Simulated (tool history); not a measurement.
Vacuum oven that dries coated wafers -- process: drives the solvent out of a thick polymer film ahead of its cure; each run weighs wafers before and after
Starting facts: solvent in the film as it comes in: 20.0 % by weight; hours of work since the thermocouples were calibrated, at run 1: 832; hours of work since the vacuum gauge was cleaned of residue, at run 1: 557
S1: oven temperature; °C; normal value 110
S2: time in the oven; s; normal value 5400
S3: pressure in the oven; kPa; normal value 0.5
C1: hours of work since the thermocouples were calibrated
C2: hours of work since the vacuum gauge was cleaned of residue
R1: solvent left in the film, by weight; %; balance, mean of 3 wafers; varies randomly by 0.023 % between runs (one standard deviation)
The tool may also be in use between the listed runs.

run   hour   S1    S2     S3    C1   C2    R1
  1      0  110  5400    0.5   832  557   1.5
  2   29.2  110  5400    0.5   853  578  1.43
  3   46.4  110  3960    0.5   866  590  2.66
  4   64.4  110  3960    0.5   879  603  2.69
  5   85.2   99  5400    0.5   893  618   3.8
  6  109.6   99  5400    0.5   911  635  3.77
  7  137.1   99  5400    0.5   931  655  3.77
  8    157  110  3120    0.5   945  669  3.88
  9  186.3  110  5400  1.306   966  690  1.78
 10  218.7  125  5400  1.164   989  714  0.39
 11  243.1  125  5400  1.164  1007  731  0.41
 12  258.5  119  5400  0.363  1018  742  0.46
 13  284.1  103  6960  0.296  1036  761  1.68
 14  303.6  103  6960  1.608  1050  775  2.23

Run 15, settings as shown, results not yet in. Your forecast:
 15  317.5  113  5400  0.46  1060  785   ?

R1: 1.05 %
Take away the tool's hidden state, keep the run-to-run variation as it was, and the same run would have given R1 1.05 %.
